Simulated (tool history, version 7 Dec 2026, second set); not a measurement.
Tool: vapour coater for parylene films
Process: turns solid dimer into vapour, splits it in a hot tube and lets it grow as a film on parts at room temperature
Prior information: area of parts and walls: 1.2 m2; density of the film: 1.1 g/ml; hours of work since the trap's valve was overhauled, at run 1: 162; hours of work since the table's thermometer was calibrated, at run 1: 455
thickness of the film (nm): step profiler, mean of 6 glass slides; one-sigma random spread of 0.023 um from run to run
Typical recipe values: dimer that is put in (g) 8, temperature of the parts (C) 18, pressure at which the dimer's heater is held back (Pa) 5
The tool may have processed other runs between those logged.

run,hour,dimer that is put in (g),temperature of the parts (C),pressure at which the dimer's heater is held back (Pa),hours of work since the trap's valve was overhauled,hours of work since the table's thermometer was calibrated,thickness of the film (nm)
1,0,8,18,5,162,455,4360
2,18.7,8,18,5,173,466,4310
3,27.7,3,18,5,178,471,1590
4,39.1,3,18,5,185,477,1620
5,48.2,3,18,5,190,483,1590
6,58.7,8,18,5,196,489,4230
7,74.4,8,18,5,205,498,4270
8,86,14,18,5,212,505,7420
9,106.2,8,15,5,224,517,4810
10,117.2,8,18,6.63,230,523,3970
11,129.1,8,18,5,237,530,4170
# hour 146.8: trap's valve overhauled
12,149.8,8,18,5,2,540,4060
13,160.9,8,18,5,8,546,4020
14,172.8,8,18,5,15,553,4020
15,189.4,8,18,5,25,563,4050
16,198.5,8,18,4.35,30,568,4140
# hour 203.9: trap's valve overhauled, once more
17,217.3,8,18,5,8,577,4450
18,229.7,8,18,5,15,584,4510
19,242.9,8,18,3.87,23,592,4740
20,251.4,8,18,5,28,597,4430
21,268.2,8,18,5,38,606,4440
22,278.3,8,18,5,43,612,4460
23,296.4,8,18,5.83,54,623,4300
24,309.2,8,18,5.83,61,630,4320
25,320.7,12,12,2.05,68,637,8790
26,335.8,12,12,2.05,77,646,8760
27,350.2,8,17,3.95,85,654,4820
28,363.8,8,17,3.95,93,662,4790
29,378.5,8,17,3.95,102,671,4790
30,394.7,11,11,4.95,111,680,7910
31,407.1,11,11,4.95,119,688,7840
32,425.6,11,11,4.95,129,698,7920
33,444.5,7,19,2.63,140,709,4170
34,459.2,7,19,2.63,149,718,4170
35,471,7,19,2.63,156,725,4120
36,481.3,7,19,2.63,162,731,4120
37,491.3,7,19,2.63,168,737,4180
38,500.3,7,19,2.63,173,742,4180
39,518.5,6,14,2.63,184,753,4240
40,527.8,6,14,2.63,189,758,4250
41,548.2,3,11,2.63,201,770,2110
42,557.4,5,11,2.63,206,775,3510

Branching from run 42: 4 alternative next runs. What would each branch give?
A,573.6,5,21,3.71,216,785,?
B,573.6,11,18,10.8,216,785,?
C,573.6,8,18,3.35,216,785,?
D,573.6,5,29,5,216,785,?

run,thickness of the film (nm)
A,2490
B,4950
C,4600
D,1690
Without the tool's unlogged condition, the same runs would have read:
run,thickness of the film (nm)
A,2670
B,5310
C,4940
D,1810
